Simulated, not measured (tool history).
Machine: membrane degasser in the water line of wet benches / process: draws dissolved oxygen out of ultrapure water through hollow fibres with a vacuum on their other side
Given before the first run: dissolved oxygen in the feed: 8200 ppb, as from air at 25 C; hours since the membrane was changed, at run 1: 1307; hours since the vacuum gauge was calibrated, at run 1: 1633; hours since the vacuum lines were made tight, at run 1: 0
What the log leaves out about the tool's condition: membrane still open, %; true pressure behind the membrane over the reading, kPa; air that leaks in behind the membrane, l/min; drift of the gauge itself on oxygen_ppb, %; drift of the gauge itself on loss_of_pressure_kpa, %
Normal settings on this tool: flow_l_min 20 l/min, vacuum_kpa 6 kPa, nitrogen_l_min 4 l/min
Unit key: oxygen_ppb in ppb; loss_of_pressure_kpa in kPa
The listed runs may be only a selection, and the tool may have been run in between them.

| run | hour | flow_l_min | vacuum_kpa | nitrogen_l_min | hours since the membrane was changed | hours since the vacuum gauge was calibrated | hours since the vacuum lines were made tight | oxygen_ppb | loss_of_pressure_kpa |
|---|---|---|---|---|---|---|---|---|---|
| 1 | 0 | 20 | 6 | 4 | 1307 | 1633 | 0 | 36.2 | 53.88 |
| 2 | 202 | 15 | 6 | 4 | 1509 | 1835 | 202 | 26.7 | 40.84 |
| 3 | 306.9 | 15 | 6 | 4 | 1614 | 1940 | 307 | 26.2 | 40.59 |
| 4 | 513.1 | 20 | 6 | 3.44 | 1820 | 2146 | 513 | 41.7 | 53.98 |
| 5 | 725.4 | 20 | 6 | 3.44 | 2032 | 2358 | 725 | 41.9 | 54.41 |
| 6 | 867.6 | 20 | 6 | 3.44 | 2174 | 2501 | 868 | 41 | 54.07 |
| 7 | 999.9 | 20 | 6 | 4 | 2307 | 2633 | 1000 | 36.2 | 54.07 |
| 8 | 1154.1 | 20 | 6 | 4 | 2461 | 2787 | 1154 | 36.3 | 54.25 |
| 9 | 1363.1 | 20 | 14.87 | 4 | 2670 | 2996 | 1363 | 142.6 | 54.05 |
| 10 | 1486.9 | 13 | 14.87 | 4 | 2794 | 3120 | 1487 | 93.3 | 35.26 |
| 11 | 1634 | 20 | 6 | 4 | 2941 | 3267 | 1634 | 37.3 | 54.65 |
| 12 | 1737.1 | 20 | 6 | 4 | 3044 | 3370 | 1737 | 36.6 | 54.67 |
| 13 | 1924.1 | 20 | 5.09 | 4 | 3231 | 3557 | 1924 | 24.7 | 54.71 |
| 14 | 2119.2 | 20 | 6 | 4 | 3426 | 3752 | 2119 | 37 | 54.85 |
| 15 | 2285.7 | 20 | 6 | 4 | 3592 | 3919 | 2286 | 36.3 | 54.6 |
| 16 | 2479.2 | 20 | 6 | 4 | 3786 | 4112 | 2479 | 36.5 | 54.82 |
| 17 | 2653.2 | 20 | 4.99 | 11.23 | 3960 | 4286 | 2653 | 10.4 | 54.44 |
| 18 | 2863 | 32 | 6.33 | 6.59 | 4170 | 4496 | 2863 | 58.6 | 86.69 |
| 19 | 3028.5 | 20 | 7.61 | 4 | 4335 | 4662 | 3029 | 56.2 | 55.13 |
| 20 | 3141.7 | 26 | 6 | 2.45 | 4448 | 4775 | 3142 | 78.2 | 71.08 |
| 21 | 3320.6 | 26 | 6 | 2.45 | 4627 | 4954 | 3321 | 78.7 | 71.76 |
|  | 3373.5 | seals of the vacuum lines changed |
| 22 | 3533.3 | 20 | 11.54 | 2.2 | 4838 | 5164 | 160 | 180.1 | 55.18 |
| 23 | 3635.2 | 20 | 11.54 | 2.2 | 4940 | 5266 | 262 | 176.6 | 55.08 |
| 24 | 3833.2 | 29 | 5.66 | 7.12 | 5138 | 5464 | 460 | 38.9 | 79.61 |
| 25 | 3995 | 29 | 5.66 | 7.12 | 5300 | 5626 | 621 | 39.2 | 79.53 |
| 26 | 4121.4 | 29 | 5.66 | 7.12 | 5426 | 5752 | 748 | 39.1 | 79.59 |
| 27 | 4279.2 | 29 | 3.6 | 4.1 | 5584 | 5910 | 906 | 21.1 | 80.18 |
| 28 | 4369.9 | 17 | 6 | 8.03 | 5675 | 6001 | 996 | 15.4 | 46.9 |
| 29 | 4584.3 | 17 | 6 | 8.03 | 5889 | 6215 | 1211 | 15.9 | 47.05 |
| 30 | 4799 | 17 | 6 | 3.41 | 6104 | 6430 | 1426 | 35.1 | 47.13 |
| 31 | 4929 | 17 | 6 | 3.41 | 6234 | 6560 | 1555 | 35.3 | 47.44 |

What if the next run were any one of these 3? Each begins from the tool's condition after run 31:
| A | 5105.5 | 17 | 6 | 3.78 | 6410 | 6737 | 1732 | ? | ? |
| B | 5105.5 | 20 | 3.92 | 1.75 | 6410 | 6737 | 1732 | ? | ? |
| C | 5105.5 | 24 | 11.43 | 8.31 | 6410 | 6737 | 1732 | ? | ? |

| run | oxygen_ppb | loss_of_pressure_kpa |
|---|---|---|
| A | 33 | 47.38 |
| B | 22.5 | 55.13 |
| C | 64 | 66.48 |
With the hidden condition removed and each run's random variation left untouched, the same runs would have given:
| run | oxygen_ppb | loss_of_pressure_kpa |
|---|---|---|
| A | 32.9 | 46.17 |
| B | 22.3 | 53.73 |
| C | 63.9 | 64.79 |

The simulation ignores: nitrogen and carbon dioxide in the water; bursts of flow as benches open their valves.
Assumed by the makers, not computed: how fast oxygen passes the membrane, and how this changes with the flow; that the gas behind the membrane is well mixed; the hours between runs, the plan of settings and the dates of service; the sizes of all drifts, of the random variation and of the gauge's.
